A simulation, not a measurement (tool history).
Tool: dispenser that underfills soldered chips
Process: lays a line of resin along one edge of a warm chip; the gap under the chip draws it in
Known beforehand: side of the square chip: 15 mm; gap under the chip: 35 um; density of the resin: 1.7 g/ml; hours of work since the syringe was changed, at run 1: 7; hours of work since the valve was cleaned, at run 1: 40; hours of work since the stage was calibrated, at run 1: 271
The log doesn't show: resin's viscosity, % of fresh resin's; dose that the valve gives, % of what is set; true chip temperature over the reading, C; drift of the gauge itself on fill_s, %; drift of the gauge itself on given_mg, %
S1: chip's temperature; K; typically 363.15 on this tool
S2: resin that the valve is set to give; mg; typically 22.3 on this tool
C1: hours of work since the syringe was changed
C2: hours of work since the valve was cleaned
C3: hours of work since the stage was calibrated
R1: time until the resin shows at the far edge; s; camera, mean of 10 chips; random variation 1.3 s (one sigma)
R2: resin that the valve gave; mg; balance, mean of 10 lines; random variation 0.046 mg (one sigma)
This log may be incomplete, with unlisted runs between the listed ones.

run   hour      S1    S2  C1  C2   C3     R1     R2
  1    0.0  363.15  22.3   7  40  271  182.5  21.86
       6.0  -- new syringe of resin
  2    9.2  363.15  22.3   3  47  278  138.7  21.87
      11.1  -- dispensing valve cleaned and set on the balance
  3   18.4  363.15  22.3   9   6  284  214.4  22.38
      22.2  -- new syringe of resin
  4   29.5  363.15  22.3   6  14  293  173.7  22.29
  5   34.9  363.15  22.3  10  18  297  227.8  22.37
      37.3  -- new syringe of resin
  6   41.4  375.15  22.3   3  23  302   99.5  22.27
  7   51.0  375.15  22.3  11  31  309  171.2  22.12
      52.3  -- new syringe of resin
      54.8  -- stage's temperature calibrated
  8   58.4  363.15  20.1   4  36    3  167.9  19.84
  9   64.0  363.15  22.3   8  40    7  219.8  22.06
      67.9  -- new syringe of resin
 10   69.6  363.15  22.3   1  44   11  134.1  22.03
      75.5  -- dispensing valve cleaned and set on the balance
 11   77.1  363.15  22.3   6   1   16  196.2  22.24
      83.5  -- new syringe of resin
 12   83.5  363.15  22.3   0   6   21  121.1  22.22
 13   91.6  363.15  22.3   6  12   28  195.0  22.09
      98.6  -- new syringe of resin
 14  103.2  363.15  22.3   4  21   36  161.6  22.08
 15  111.9  363.15  22.3  10  28   43  250.6  22.00
     113.2  -- new syringe of resin
 16  122.5  367.15  22.1   7  36   51  180.4  21.66
     128.1  -- new syringe of resin
 17  134.0  363.15  28.9   5  45   60  162.8  28.31
     139.3  -- dispensing valve cleaned and set on the balance
     143.9  -- new syringe of resin
 18  144.3  363.15  20.5   0   4   67  124.7  20.53
 19  152.6  363.15  20.5   7  10   74  200.8  20.42
     159.3  -- new syringe of resin
 20  162.4  366.15  20.7   2  18   81  132.9  20.47
     174.1  -- new syringe of resin
 21  174.4  368.15  20.7   0  27   90  110.1  20.39
 22  186.1  352.15  24.4   9  36   99  340.2  23.95
     189.3  -- new syringe of resin
 23  197.8  348.15  20.5   7  45  108  324.7  20.10
     202.6  -- dispensing valve cleaned and set on the balance
     205.3  -- new syringe of resin
 24  209.8  348.15  20.5   4   5  117  253.2  20.46
     220.2  -- new syringe of resin
 25  221.8  356.15  21.5   1  15  126  166.8  21.43
 26  228.4  375.15  27.5   6  20  131  127.6  27.35
     234.9  -- new syringe of resin
 27  239.1  375.15  27.5   3  28  139  103.2  27.08
     249.9  -- new syringe of resin
 28  251.0  358.15  22.3   1  37  148  149.0  22.01
 29  257.1  365.15  20.2   6  42  153  166.8  19.86
 30  262.8  359.15  26.4  10  46  158  272.4  25.90

Hidden state or all else? Some run-to-run changes of R1, split into what the settings, what came in and random variation would give without the hidden state, and what is left for the hidden state (with any gauge scatter that isn't in both results):
Run 5 -> 6: S1 363.15 -> 375.15, new syringe of resin. R1 -128.3 s: hidden state -89.9, all else -38.4.
Run 14 -> 15: no setting changed, nothing entered. R1 +89.0 s: hidden state +92.9, all else -3.9.
Run 21 -> 22: S1 368.15 -> 352.15, S2 20.7 -> 24.4. R1 +230.1 s: hidden state +160.9, all else +69.2.
Run 29 -> 30: S1 365.15 -> 359.15, S2 20.2 -> 26.4. R1 +105.6 s: hidden state +81.5, all else +24.1.

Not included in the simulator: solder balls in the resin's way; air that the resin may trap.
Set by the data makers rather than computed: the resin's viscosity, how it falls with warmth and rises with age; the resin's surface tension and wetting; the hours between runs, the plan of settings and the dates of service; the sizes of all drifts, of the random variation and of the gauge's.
